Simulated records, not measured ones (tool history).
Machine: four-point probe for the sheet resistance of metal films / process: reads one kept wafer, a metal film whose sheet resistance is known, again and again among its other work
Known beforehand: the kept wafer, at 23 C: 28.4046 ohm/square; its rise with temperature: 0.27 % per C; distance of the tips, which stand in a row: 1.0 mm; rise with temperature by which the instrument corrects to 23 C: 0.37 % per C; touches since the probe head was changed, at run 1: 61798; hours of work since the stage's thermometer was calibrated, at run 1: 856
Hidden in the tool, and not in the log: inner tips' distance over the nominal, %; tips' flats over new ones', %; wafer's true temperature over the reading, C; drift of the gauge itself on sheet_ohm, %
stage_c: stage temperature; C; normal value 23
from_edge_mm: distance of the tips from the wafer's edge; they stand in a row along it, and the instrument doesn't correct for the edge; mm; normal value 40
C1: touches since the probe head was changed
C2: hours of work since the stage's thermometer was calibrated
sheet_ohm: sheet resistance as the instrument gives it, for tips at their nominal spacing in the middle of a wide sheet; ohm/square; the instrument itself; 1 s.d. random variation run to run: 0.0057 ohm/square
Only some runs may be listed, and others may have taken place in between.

Run 1, hour 0.0: usual settings; C1 61798; C2 856. Result: sheet_ohm 28.381516 ohm/square.
Run 2, hour 39.5: usual settings; C1 63420; C2 879. Result: sheet_ohm 28.378637 ohm/square.
Run 3, hour 105.7: usual settings but stage_c 26 C; C1 66137; C2 916. Result: sheet_ohm 28.298455 ohm/square.
Run 4, hour 161.5: usual settings but stage_c 26 C; C1 68430; C2 948. Result: sheet_ohm 28.309799 ohm/square.
Run 5, hour 212.4: usual settings but stage_c 26 C; C1 70521; C2 977. Result: sheet_ohm 28.312884 ohm/square.
Run 6, hour 252.6: usual settings but stage_c 26 C; C1 72170; C2 1000. Result: sheet_ohm 28.298973 ohm/square.
Run 7, hour 317.4: usual settings but stage_c 26 C; C1 74833; C2 1037. Result: sheet_ohm 28.310314 ohm/square.
Run 8, hour 380.6: usual settings; C1 77427; C2 1073. Result: sheet_ohm 28.398127 ohm/square.
Run 9, hour 419.3: usual settings but from_edge_mm 11 mm; C1 79017; C2 1095. Result: sheet_ohm 28.508557 ohm/square.
Run 10, hour 479.0: usual settings but from_edge_mm 11 mm; C1 81469; C2 1129. Result: sheet_ohm 28.523985 ohm/square.
Run 11, hour 524.4: usual settings but from_edge_mm 44 mm; C1 83333; C2 1155. Result: sheet_ohm 28.406037 ohm/square.
Run 12, hour 577.1: usual settings; C1 85495; C2 1185. Result: sheet_ohm 28.409650 ohm/square.
Run 13, hour 641.8: usual settings but from_edge_mm 4 mm; C1 88151; C2 1221. Result: sheet_ohm 29.323472 ohm/square.
Run 14, hour 685.5: usual settings but stage_c 26 C; C1 89949; C2 1246. Result: sheet_ohm 28.312343 ohm/square.
Run 15, hour 717.2: usual settings but stage_c 26 C; C1 91248; C2 1264. Result: sheet_ohm 28.331035 ohm/square.
At hour 720.6: stage's thermometer calibrated.
Run 16, hour 754.1: usual settings but stage_c 26 C; C1 92743; C2 19. Result: sheet_ohm 28.323124 ohm/square.
Run 17, hour 803.7: usual settings but stage_c 22 C; C1 94782; C2 47. Result: sheet_ohm 28.441768 ohm/square.
At hour 830.4: stage's thermometer calibrated, once more.
Run 18, hour 840.3: usual settings but from_edge_mm 4 mm; C1 96264; C2 6. Result: sheet_ohm 29.317212 ohm/square.
Run 19, hour 885.7: usual settings but stage_c 24 C, from_edge_mm 4 mm; C1 98126; C2 31. Result: sheet_ohm 29.285269 ohm/square.
Run 20, hour 925.8: usual settings but stage_c 24 C, from_edge_mm 4 mm; C1 99773; C2 54. Result: sheet_ohm 29.282191 ohm/square.
Run 21, hour 954.0: usual settings but stage_c 24 C, from_edge_mm 4 mm; C1 100932; C2 70. Result: sheet_ohm 29.293296 ohm/square.
Run 22, hour 1006.0: usual settings but stage_c 24 C, from_edge_mm 4 mm; C1 103068; C2 100. Result: sheet_ohm 29.294790 ohm/square.
Run 23, hour 1051.1: usual settings but stage_c 24 C, from_edge_mm 4 mm; C1 104919; C2 126. Result: sheet_ohm 29.289149 ohm/square.
Run 24, hour 1100.5: usual settings but stage_c 24 C, from_edge_mm 4 mm; C1 106948; C2 154. Result: sheet_ohm 29.285664 ohm/square.
Run 25, hour 1133.7: usual settings but stage_c 24 C, from_edge_mm 4 mm; C1 108312; C2 173. Result: sheet_ohm 29.301984 ohm/square.
Run 26, hour 1185.6: usual settings but stage_c 24 C, from_edge_mm 4 mm; C1 110441; C2 202. Result: sheet_ohm 29.304979 ohm/square.
Run 27, hour 1235.7: usual settings but stage_c 24 C, from_edge_mm 31 mm; C1 112502; C2 231. Result: sheet_ohm 28.391526 ohm/square.
Run 28, hour 1275.3: usual settings but stage_c 34 C, from_edge_mm 4 mm; C1 114126; C2 253. Result: sheet_ohm 29.008557 ohm/square.
Run 29, hour 1303.6: usual settings but stage_c 34 C, from_edge_mm 4 mm; C1 115288; C2 269. Result: sheet_ohm 29.005202 ohm/square.
Run 30, hour 1361.8: usual settings but stage_c 32 C, from_edge_mm 18 mm; C1 117679; C2 302. Result: sheet_ohm 28.204287 ohm/square.
Run 31, hour 1411.5: usual settings but stage_c 28 C, from_edge_mm 8 mm; C1 119720; C2 331. Result: sheet_ohm 28.502219 ohm/square.
Run 32, hour 1464.0: usual settings but stage_c 28 C, from_edge_mm 8 mm; C1 121875; C2 361. Result: sheet_ohm 28.507751 ohm/square.
Run 33, hour 1504.4: usual settings but stage_c 19 C, from_edge_mm 3 mm; C1 123535; C2 384. Result: sheet_ohm 30.146788 ohm/square.
Run 34, hour 1535.5: usual settings but stage_c 28 C, from_edge_mm 30 mm; C1 124812; C2 401. Result: sheet_ohm 28.286233 ohm/square.
Run 35, hour 1575.6: usual settings but stage_c 28 C, from_edge_mm 30 mm; C1 126457; C2 424. Result: sheet_ohm 28.292192 ohm/square.
Run 36, hour 1634.6: usual settings but stage_c 28 C, from_edge_mm 30 mm; C1 128880; C2 458. Result: sheet_ohm 28.293630 ohm/square.
Run 37, hour 1673.9: usual settings but stage_c 29 C; C1 130493; C2 480. Result: sheet_ohm 28.259695 ohm/square.
Run 38, hour 1722.0: usual settings but stage_c 29 C; C1 132468; C2 507. Result: sheet_ohm 28.260088 ohm/square.

Run 39 comes next. What will it give?
Run 39, hour 1778.7: usual settings but stage_c 19 C, from_edge_mm 61 mm; C1 134800; C2 540. Result: sheet_ohm ?.

Logged for run 39: sheet_ohm 28.567845 ohm/square.
If the tool had no hidden condition, the same run with the same run-to-run variation would have returned sheet_ohm 28.538584 ohm/square.
